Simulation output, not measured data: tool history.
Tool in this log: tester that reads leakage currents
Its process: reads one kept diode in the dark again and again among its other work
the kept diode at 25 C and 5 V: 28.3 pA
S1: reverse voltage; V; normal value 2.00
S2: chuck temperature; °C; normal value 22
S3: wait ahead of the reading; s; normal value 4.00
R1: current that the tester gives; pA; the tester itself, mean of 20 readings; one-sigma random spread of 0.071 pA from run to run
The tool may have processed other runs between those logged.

run    hour     S1  S2    S3      R1
  1     0.0   2.00  22  4.00   16.47
  2   165.6  16.04  22  4.00   31.84
  3   316.0   2.00  22  4.00   16.64
  4   483.1   2.00  22  4.00   16.54
  5   606.4   2.00  22  4.00   16.58
  6   769.0   2.00  22  4.00   16.54
  7   889.5   3.51  48  1.12  169.04
  8   990.1   7.65  25  8.09   32.65
  9  1096.7   7.65  25  8.09   32.67
 10  1185.5   6.06  38  1.22   90.75
 11  1302.1   5.20  40  0.74  103.08

Consider 3 possible next runs. They are alternatives, not a sequence: every one starts from the tool as it was left by run 11. What does each give?
     1331.5  -- chuck's temperature calibrated
  A  1405.3  2.00  33  8.14   ?
     1331.5  -- chuck's temperature calibrated
  B  1405.3  5.20  29  2.11   ?
     1331.5  -- chuck's temperature calibrated
  C  1405.3  1.85  33  6.87   ?

run     R1
  A  42.79
  B  41.30
  C  42.05
What these runs would have given with no unlogged condition in the tool:
run     R1
  A  42.78
  B  41.28
  C  42.05
